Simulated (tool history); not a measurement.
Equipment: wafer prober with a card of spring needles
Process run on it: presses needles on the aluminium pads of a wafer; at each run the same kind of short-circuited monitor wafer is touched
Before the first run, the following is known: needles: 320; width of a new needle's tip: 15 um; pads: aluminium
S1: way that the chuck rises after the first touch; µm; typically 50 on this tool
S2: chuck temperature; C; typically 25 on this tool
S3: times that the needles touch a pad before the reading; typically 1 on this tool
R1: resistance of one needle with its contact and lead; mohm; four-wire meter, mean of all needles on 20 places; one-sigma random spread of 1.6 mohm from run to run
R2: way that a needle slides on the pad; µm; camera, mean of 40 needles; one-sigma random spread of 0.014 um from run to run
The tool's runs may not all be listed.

run,hour,S1,S2,S3,R1,R2
1,0,50,25,1,348,12.19
# hour 24: tips cleaned on abrasive film
# hour 59.7: tips cleaned on abrasive film
2,62.7,50,25,1,252,12.15
3,93.2,50,25,1,543,12.16
# hour 99.2: tips cleaned on abrasive film
4,129.6,50,25,1,525,12.15
# hour 136.3: tips cleaned on abrasive film
# hour 170.2: tips cleaned on abrasive film
5,172.4,50,25,2,206,12.1
# hour 205.1: tips cleaned on abrasive film
6,205.1,50,25,2,168,12.08
# hour 240.9: tips cleaned on abrasive film
7,246.8,50,25,2,229,12.05
# hour 278.4: tips cleaned on abrasive film
8,305.7,50,25,2,370,12.04
# hour 315.9: tips cleaned on abrasive film
# hour 327.8: height of the first contact set anew
9,344.5,50,25,2,367,12.21
# hour 352.2: tips cleaned on abrasive film
# hour 390.9: tips cleaned on abrasive film
10,404.7,31,27,3,368,7.5
# hour 426.3: tips cleaned on abrasive film
# hour 465.7: tips cleaned on abrasive film
11,476.7,31,27,3,343,7.49
# hour 504.2: tips cleaned on abrasive film
12,518.7,47,50,1,441,11.38
# hour 541.4: tips cleaned on abrasive film
13,558.2,47,50,1,421,11.36
# hour 580.3: tips cleaned on abrasive film
# hour 617.3: tips cleaned on abrasive film
14,630.3,51,97,3,244,12.29
# hour 651.3: tips cleaned on abrasive film
15,683.4,51,97,3,295,12.3
# hour 688.3: tips cleaned on abrasive film
# hour 695: height of the first contact set anew
16,721.6,50,93,1,506,12.2
# hour 726.9: tips cleaned on abrasive film
# hour 761.3: tips cleaned on abrasive film
17,785.8,58,25,1,407,14.1
# hour 799.4: tips cleaned on abrasive film
# hour 837.6: tips cleaned on abrasive film
18,857.1,58,86,2,285,14.09

Some steps in R1, run to run, broken into two amounts with sign: the step expected even without the hidden condition (settings, incoming material, random variation), and the rest, left for the hidden condition together with whatever gauge scatter is not in both the measured and the hidden-condition-free result:
Hidden conditions of the tool in this case: debris on the tips, nm; way that the needles fall short of the set height, um; tips' diameter, um; drift of the gauge itself on contact_mohm, %; drift of the gauge itself on scrub_um, %.
Run 4 -> 5: S3 1 -> 2, tips cleaned on abrasive film, tips cleaned on abrasive film. R1 -319 mohm: hidden state -317, all else -2.
